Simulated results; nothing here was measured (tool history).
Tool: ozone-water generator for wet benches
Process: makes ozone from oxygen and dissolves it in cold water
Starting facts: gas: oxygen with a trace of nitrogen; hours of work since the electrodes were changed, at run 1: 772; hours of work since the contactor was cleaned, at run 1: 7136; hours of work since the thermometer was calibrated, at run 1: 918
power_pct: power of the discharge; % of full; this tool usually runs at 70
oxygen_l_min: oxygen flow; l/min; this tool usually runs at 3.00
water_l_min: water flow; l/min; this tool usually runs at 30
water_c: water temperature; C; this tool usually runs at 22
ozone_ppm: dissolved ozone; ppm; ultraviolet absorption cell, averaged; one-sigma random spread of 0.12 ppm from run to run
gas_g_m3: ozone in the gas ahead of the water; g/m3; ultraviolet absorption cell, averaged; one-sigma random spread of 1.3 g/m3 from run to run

run	hour	power_pct	oxygen_l_min	water_l_min	water_c	hours of work since the electrodes were changed	hours of work since the contactor was cleaned	hours of work since the thermometer was calibrated	ozone_ppm	gas_g_m3
1	0.0	70	3.00	30	22	772	7136	918	10.2	230.2
2	63.8	70	3.00	30	22	824	7188	971	10.1	231.6
3	99.1	70	3.00	30	22	853	7217	999	10.1	229.9
4	148.7	70	3.00	30	22	894	7257	1040	10.3	231.3
5	180.4	70	3.00	30	22	919	7283	1066	10.2	229.5
6	245.1	70	3.00	30	22	972	7336	1119	10.0	229.0
7	296.2	70	3.00	30	22	1014	7378	1160	10.0	227.9
8	353.7	70	3.00	30	22	1061	7425	1207	10.3	228.7
9	410.3	70	3.00	30	22	1107	7471	1253	10.1	228.7
10	471.5	70	3.00	30	22	1157	7521	1303	10.0	229.3
11	513.5	70	3.00	30	22	1191	7555	1338	10.1	228.9
12	567.7	70	3.00	30	22	1236	7599	1382	10.2	225.3
13	614.4	70	3.00	30	22	1274	7637	1420	9.9	227.9
14	655.7	70	3.00	30	22	1307	7671	1454	10.1	226.3
15	719.3	70	3.00	30	22	1359	7723	1506	10.1	228.0
16	767.0	70	3.00	30	22	1398	7762	1544	10.3	227.2
17	822.1	45	3.29	30	22	1443	7807	1589	7.7	170.0
18	872.5	45	3.29	46	20	1484	7848	1631	4.9	168.1
19	930.1	90	3.00	30	20	1531	7895	1678	11.8	263.6
20	980.5	70	3.48	26	22	1572	7936	1719	12.0	215.2
21	1036.1	75	2.01	31	22	1618	7981	1764	8.5	271.6
22	1088.9	79	2.52	37	23	1661	8025	1807	7.8	260.6
23	1123.9	70	3.74	30	17	1689	8053	1836	11.0	207.6
# hour 1131.4: contactor cleaned
24	1157.2	48	3.00	30	22	1713	21	1860	7.6	180.5
25	1218.8	48	3.00	30	22	1764	71	1910	7.7	180.5
26	1285.2	48	3.00	30	22	1818	126	1964	8.0	182.7
27	1313.5	48	3.00	45	22	1841	149	1987	4.6	180.3
28	1370.4	70	3.00	20	26	1887	195	2034	14.3	224.0
29	1424.8	70	4.06	29	22	1932	239	2078	11.1	204.0
# hour 1472.9: contactor cleaned, once more
30	1474.3	70	4.76	29	19	1969	1	2115	12.9	189.1
31	1508.4	49	3.94	29	15	1997	29	2143	10.0	164.7
32	1550.3	99	3.00	35	25	2031	63	2177	10.3	274.9

Results per run with the tool's hidden condition removed, run-to-run variation unchanged:
Hidden state present: yield of the discharge, % of new electrodes'; contactor's efficiency, % of a clean one's; true water temperature over the reading, C; drift of the gauge itself on ozone_ppm, %; drift of the gauge itself on gas_g_m3, %.
run	ozone_ppm	gas_g_m3
1	10.7	233.3
2	10.5	234.9
3	10.6	233.4
4	10.8	235.0
5	10.7	233.3
6	10.5	233.1
7	10.5	232.1
8	10.8	233.1
9	10.6	233.3
10	10.6	234.1
11	10.6	233.9
12	10.8	230.4
13	10.5	233.2
14	10.7	231.8
15	10.7	233.8
16	11.0	233.2
17	8.1	173.4
18	5.2	171.5
19	12.7	272.3
20	12.8	221.5
21	9.1	280.3
22	8.4	269.4
23	11.8	214.3
24	8.2	185.0
25	8.4	185.2
26	8.6	187.6
27	5.1	185.2
28	15.5	232.0
29	12.2	211.6
30	13.4	196.3
31	10.4	169.6
32	10.8	287.8
